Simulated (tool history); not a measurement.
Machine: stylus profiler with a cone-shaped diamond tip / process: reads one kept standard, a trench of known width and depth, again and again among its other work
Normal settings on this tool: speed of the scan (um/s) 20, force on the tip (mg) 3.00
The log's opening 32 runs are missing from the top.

run      day  speed of the scan (um/s)  force on the tip (mg)  depth of the trench (nm)  width of the trench's floor (um)
 33   79.238                        28                   6.09                    507.08                             15.07
 34   81.250                        22                   3.27                    504.75                             14.99
 35   82.804                        13                   6.78                    507.44                             15.06
 36   85.117                         8                   1.53                    502.72                             14.91
      87.083  -- new tip fitted, height scale calibrated
 37   87.158                        12                   8.04                    508.39                             17.02
 38   89.067                        60                   3.69                    505.23                             16.71
 39   92.100                        41                   2.76                    504.19                             16.63
 40   93.971                        68                   6.18                    507.18                             16.65
 41   96.062                        78                   1.63                    503.13                             16.20
 42   97.875                         5                   4.12                    505.54                             16.71
 43  100.238                        21                   3.52                    504.94                             16.60
 44  102.275                        20                   2.17                    503.58                             16.54
 45  104.625                        20                   1.90                    503.09                             16.45
 46  106.412                        30                   2.95                    503.86                             16.34
 47  107.808                        73                   8.98                    509.01                             16.24

Here are 3 independent what-if runs from the current tool condition. What would each one return?
  A  109.342                         7                   5.68                         ?                                 ?
  B  109.342                        20                   4.58                         ?                                 ?
  C  109.342                        20                   4.86                         ?                                 ?

run  depth of the trench (nm)  width of the trench's floor (um)
  A                    506.26                             16.32
  B                    505.76                             16.32
  C                    506.12                             16.36
Without the tool's hidden state the same runs would have given:
run  depth of the trench (nm)  width of the trench's floor (um)
  A                    506.43                             16.94
  B                    505.93                             16.94
  C                    506.29                             16.98

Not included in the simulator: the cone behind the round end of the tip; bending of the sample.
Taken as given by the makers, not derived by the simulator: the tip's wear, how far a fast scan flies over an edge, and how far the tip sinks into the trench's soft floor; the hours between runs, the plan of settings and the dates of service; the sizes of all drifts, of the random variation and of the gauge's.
